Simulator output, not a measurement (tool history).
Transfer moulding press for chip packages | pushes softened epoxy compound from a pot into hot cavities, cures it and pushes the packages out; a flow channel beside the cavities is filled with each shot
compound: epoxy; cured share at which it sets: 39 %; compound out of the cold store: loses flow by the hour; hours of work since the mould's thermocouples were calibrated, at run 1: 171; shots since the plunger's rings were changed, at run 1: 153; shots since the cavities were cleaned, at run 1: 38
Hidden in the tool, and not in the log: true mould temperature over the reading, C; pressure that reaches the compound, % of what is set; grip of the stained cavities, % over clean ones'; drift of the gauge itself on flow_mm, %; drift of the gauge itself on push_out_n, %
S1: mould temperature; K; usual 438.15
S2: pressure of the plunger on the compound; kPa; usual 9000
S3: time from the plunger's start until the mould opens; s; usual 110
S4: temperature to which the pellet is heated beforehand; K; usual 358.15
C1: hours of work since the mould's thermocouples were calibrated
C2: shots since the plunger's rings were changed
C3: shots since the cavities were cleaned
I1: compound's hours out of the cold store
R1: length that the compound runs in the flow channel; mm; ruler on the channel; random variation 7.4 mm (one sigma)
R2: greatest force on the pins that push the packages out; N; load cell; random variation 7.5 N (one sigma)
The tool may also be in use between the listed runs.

run   hour      S1     S2   S3      S4   C1    C2   C3    I1   R1   R2
  1    0.0  438.15   9000  110  358.15  171   153   38  21.3  848  348
  2    7.1  438.15   9000  110  358.15  173   199   84  14.5  870  361
  3   12.0  438.15   9000  110  358.15  175   230  115  44.4  753  354
  4   17.1  438.15   9000  110  358.15  178   264  149  36.8  798  384
  5   23.6  438.15   9000  109  358.15  180   306  191  21.5  839  427
  6   28.3  438.15   9000  109  358.15  182   336  221  33.7  791  394
  7   35.8  438.15  10110  110  358.15  185   385  270  14.0  951  439
  8   44.1  438.15   9000  110  358.15  189   438  323  11.4  889  458
  9   48.9  438.15   9000  120  358.15  191   469  354  18.5  852  422
 10   55.8  438.15   9000  120  358.15  193   514  399  31.1  817  427
 11   62.9  438.15   9000  120  358.15  196   560  445  27.2  830  434
      71.7  -- cavities cleaned with cleaning compound and waxed
 12   71.7  438.15   9000  120  358.15  199   607    0  47.5  742  276
 13   78.3  438.15   9000  120  358.15  202   650   43  28.2  816  312
 14   84.9  438.15   9000  120  358.15  205   692   85  30.8  800  326
 15   95.5  438.15   9000  128  366.15  209   761  154  10.6  889  328
 16  106.0  438.15   8810  128  355.15  213   829  222  47.6  736  357
 17  113.9  438.15   6980  128  358.15  217   879  272   9.7  777  357
 18  121.6  434.15   8810  118  367.15  220   929  322  47.3  749  437
 19  132.1  445.15   7520  139  365.15  224   997  390  24.1  763  359
 20  137.9  445.15   6980   91  365.15  226  1035  428  44.1  656  425
 21  144.7  444.15   8850  104  357.15  229  1079  472  33.8  775  410
     149.4  -- cavities cleaned with cleaning compound and waxed
 22  154.5  444.15   8850  104  357.15  233  1133   34   8.8  875  287
 23  159.5  432.15   9740   91  359.15  235  1165   66  22.0  890  798
 24  164.0  435.15   7940  110  358.15  237  1194   95  34.0  761  443
 25  168.4  438.15  10440  112  358.15  238  1223  124  42.1  836  380
 26  177.0  439.15   7070  116  358.15  242  1278  179  17.7  761  364
 27  186.1  438.15   9000  105  358.15  246  1337  238  39.4  763  423
 28  194.1  438.15   9000  105  358.15  249  1389  290  41.4  750  459

4 ways to go on from here, each from the tool as it stands after run 28. What would each give?
  A  201.9  440.15  8190  105  358.15  252  1439  340  18.1   ?   ?
  B  201.9  445.15  9000   91  358.15  252  1439  340  26.1   ?   ?
  C  201.9  438.15  9460  136  367.15  252  1439  340  32.0   ?   ?
  D  201.9  438.15  7200  105  358.15  252  1439  340  41.0   ?   ?

run   R1   R2
  A  808  440
  B  806  440
  C  816  377
  D  694  470
Without the tool's hidden state the same runs would have given:
run   R1   R2
  A  823  307
  B  821  306
  C  831  260
  D  708  328

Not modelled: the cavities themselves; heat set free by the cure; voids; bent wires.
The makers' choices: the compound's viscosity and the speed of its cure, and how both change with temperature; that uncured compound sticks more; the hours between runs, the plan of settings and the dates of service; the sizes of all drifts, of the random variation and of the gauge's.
